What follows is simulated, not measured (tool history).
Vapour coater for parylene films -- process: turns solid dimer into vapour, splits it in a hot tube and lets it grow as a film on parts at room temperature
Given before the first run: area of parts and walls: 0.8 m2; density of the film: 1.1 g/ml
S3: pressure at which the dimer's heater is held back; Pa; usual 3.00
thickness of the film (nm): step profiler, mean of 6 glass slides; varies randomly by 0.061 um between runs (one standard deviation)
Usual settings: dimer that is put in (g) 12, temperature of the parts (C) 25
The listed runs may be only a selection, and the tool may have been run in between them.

Run 1, hour 0.0: usual settings. Result: thickness of the film (nm) 8610.
Run 2, hour 15.5: usual settings but dimer that is put in (g) 15. Result: thickness of the film (nm) 10680.
Run 3, hour 30.6: usual settings but dimer that is put in (g) 15. Result: thickness of the film (nm) 10730.
Run 4, hour 42.7: usual settings. Result: thickness of the film (nm) 8640.
Run 5, hour 59.4: usual settings but dimer that is put in (g) 18. Result: thickness of the film (nm) 12820.
Run 6, hour 77.0: usual settings. Result: thickness of the film (nm) 8560.
Run 7, hour 92.2: usual settings. Result: thickness of the film (nm) 8480.
Run 8, hour 101.1: usual settings. Result: thickness of the film (nm) 8520.
Run 9, hour 116.4: usual settings. Result: thickness of the film (nm) 8510.
Run 10, hour 130.0: usual settings. Result: thickness of the film (nm) 8550.
Run 11, hour 139.1: usual settings. Result: thickness of the film (nm) 8540.
Run 12, hour 154.1: usual settings. Result: thickness of the film (nm) 8520.
Run 13, hour 171.5: usual settings but S3 3.71 Pa. Result: thickness of the film (nm) 8200.
Run 14, hour 186.5: usual settings but dimer that is put in (g) 5. Result: thickness of the film (nm) 3520.
Run 15, hour 197.4: usual settings but dimer that is put in (g) 5. Result: thickness of the film (nm) 3520.
Run 16, hour 217.1: usual settings. Result: thickness of the film (nm) 8290.
Run 17, hour 227.7: usual settings but dimer that is put in (g) 6. Result: thickness of the film (nm) 4180.
Run 18, hour 241.4: usual settings but dimer that is put in (g) 6, S3 9.12 Pa. Result: thickness of the film (nm) 3760.
Run 19, hour 256.8: usual settings but dimer that is put in (g) 6, S3 9.12 Pa. Result: thickness of the film (nm) 3740.
Run 20, hour 266.4: usual settings but temperature of the parts (C) 26. Result: thickness of the film (nm) 8060.
Run 21, hour 282.9: usual settings but temperature of the parts (C) 26. Result: thickness of the film (nm) 7960.
Run 22, hour 298.1: usual settings but dimer that is put in (g) 13, temperature of the parts (C) 26. Result: thickness of the film (nm) 8720.
Run 23, hour 312.3: usual settings but dimer that is put in (g) 13, temperature of the parts (C) 26. Result: thickness of the film (nm) 8780.
Run 24, hour 331.9: usual settings but dimer that is put in (g) 13, temperature of the parts (C) 30. Result: thickness of the film (nm) 7480.
Run 25, hour 343.9: usual settings but S3 2.33 Pa. Result: thickness of the film (nm) 8530.
Run 26, hour 360.1: usual settings but S3 2.33 Pa. Result: thickness of the film (nm) 8430.
Run 27, hour 379.4: usual settings but S3 2.33 Pa. Result: thickness of the film (nm) 8410.
Run 28, hour 398.4: usual settings but S3 2.33 Pa. Result: thickness of the film (nm) 8420.
Run 29, hour 416.0: usual settings but S3 2.33 Pa. Result: thickness of the film (nm) 8420.
Run 30, hour 425.6: usual settings but S3 2.33 Pa. Result: thickness of the film (nm) 8320.
Run 31, hour 440.7: usual settings but S3 2.33 Pa. Result: thickness of the film (nm) 8270.
Run 32, hour 453.7: usual settings but temperature of the parts (C) 26, S3 4.26 Pa. Result: thickness of the film (nm) 7640.
Run 33, hour 470.4: usual settings but dimer that is put in (g) 20, temperature of the parts (C) 18. Result: thickness of the film (nm) 17300.
Run 34, hour 485.8: usual settings but dimer that is put in (g) 20, temperature of the parts (C) 18. Result: thickness of the film (nm) 17180.
Run 35, hour 504.5: usual settings but dimer that is put in (g) 5, temperature of the parts (C) 27, S3 3.73 Pa. Result: thickness of the film (nm) 3090.
Run 36, hour 516.8: usual settings but dimer that is put in (g) 5, temperature of the parts (C) 27, S3 3.73 Pa. Result: thickness of the film (nm) 3090.
Run 37, hour 533.4: usual settings but S3 5.17 Pa. Result: thickness of the film (nm) 7510.
Run 38, hour 549.7: usual settings but S3 5.17 Pa. Result: thickness of the film (nm) 7590.
Run 39, hour 566.4: usual settings but dimer that is put in (g) 21, temperature of the parts (C) 37, S3 8.60 Pa. Result: thickness of the film (nm) 8180.
Run 40, hour 583.7: usual settings but dimer that is put in (g) 13, temperature of the parts (C) 37, S3 8.60 Pa. Result: thickness of the film (nm) 5150.
Run 41, hour 603.6: usual settings but dimer that is put in (g) 13, temperature of the parts (C) 24, S3 5.22 Pa. Result: thickness of the film (nm) 8530.

Subtracting, for every run, the result it would have given without the tool's unlogged condition from the measured result gives the following. The same run-to-run variation enters both numbers; the gauge's scatter may not:
Hidden state at play: vapour lost through the trap's worn valve, %; true temperature of the parts over the reading, C; drift of the gauge itself on film_um, %.
run  thickness of the film (nm)
  1                         -70
  2                        -110
  3                        -130
  4                        -120
  5                        -210
  6                        -160
  7                        -180
  8                        -190
  9                        -210
 10                        -220
 11                        -230
 12                        -240
 13                        -260
 14                        -110
 15                        -120
 16                        -310
 17                        -160
 18                        -160
 19                        -160
 20                        -350
 21                        -370
 22                        -430
 23                        -440
 24                        -400
 25                        -470
 26                        -490
 27                        -500
 28                        -530
 29                        -550
 30                        -550
 31                        -570
 32                        -540
 33                       -1280
 34                       -1300
 35                        -250
 36                        -240
 37                        -630
 38                        -660
 39                        -730
 40                        -470
 41                        -800
